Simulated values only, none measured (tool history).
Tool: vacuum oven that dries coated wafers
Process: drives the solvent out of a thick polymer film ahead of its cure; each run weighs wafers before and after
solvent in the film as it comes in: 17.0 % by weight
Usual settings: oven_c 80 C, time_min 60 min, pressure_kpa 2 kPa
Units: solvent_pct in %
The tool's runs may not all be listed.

run	hour	oven_c	time_min	pressure_kpa	solvent_pct
1	0	80	60	2	2.93
2	16.4	80	60	2	2.86
3	30.3	80	60	2	2.77
4	37.8	80	60	5.5	5.51
5	53	80	60	2	2.88
6	63.6	80	60	2	2.74
7	78.8	85	60	2	2.09
8	92.4	85	60	2	2.11
9	103.6	80	60	2	2.85
10	116.1	80	60	2	2.92
11	128.2	80	60	2	3
12	135.7	80	60	7.76	6.92
13	150.8	80	60	7.76	6.84
14	162.6	80	60	2	2.87
15	178.9	80	60	2	2.87
16	195	80	60	2	2.79
17	210.3	80	60	2	2.89
18	226	80	60	2	3.02
19	243.5	80	60	2	2.81
20	257.8	80	60	2	2.88
21	274.9	80	60	2	2.71
22	287.4	80	60	6.23	5.72
23	294.4	80	60	1.32	2.4
24	310.5	77	60	5.19	5.76
25	320.5	77	60	5.19	5.75
26	333.9	78	105	1.24	1.5
27	341.5	78	70	2.75	3.31
28	356.9	80	41	1.3	3.68
29	372.3	71	69	6.21	8.32
30	383.5	80	50	1.57	3.06
31	397.8	80	50	1.57	3.09
32	411	86	32	1.57	3.69
33	425.3	75	68	1.65	3.17
34	437.6	75	68	1.65	3.3
35	449.6	75	68	1.65	3.23
36	462	81	41	2.03	4.06
37	472.3	81	41	2.03	4.02
38	481.1	90	37	2.03	2.63
39	496.9	90	52	1.73	1.61
40	506.9	77	48	1.3	3.75
41	515.7	77	48	2.51	4.66
42	530.2	77	48	2.51	4.5
43	543.6	80	72	3.78	3.65
44	558.6	80	72	3.78	3.7
45	566	80	60	1.14	2.26
46	583.2	80	60	1.14	2.37

Not shown: 2 entries that the log had between the listed runs. Between which runs, and how does the tool's hidden state differ before and after?
Between runs 14 and 15: oven's thermocouples calibrated (hour 166.2)
  true wafer temperature over the reading, C: -0.18 -> -0.22; true pressure over the reading, kPa: 0.113 -> 0.117
  measured less the result without the state, solvent_pct: +0.11 -> +0.12 %
Between runs 18 and 19: oven's thermocouples calibrated, once more (hour 238)
  true wafer temperature over the reading, C: -0.26 -> 0.51; true pressure over the reading, kPa: 0.13 -> 0.134
  measured less the result without the state, solvent_pct: +0.14 -> +0 %
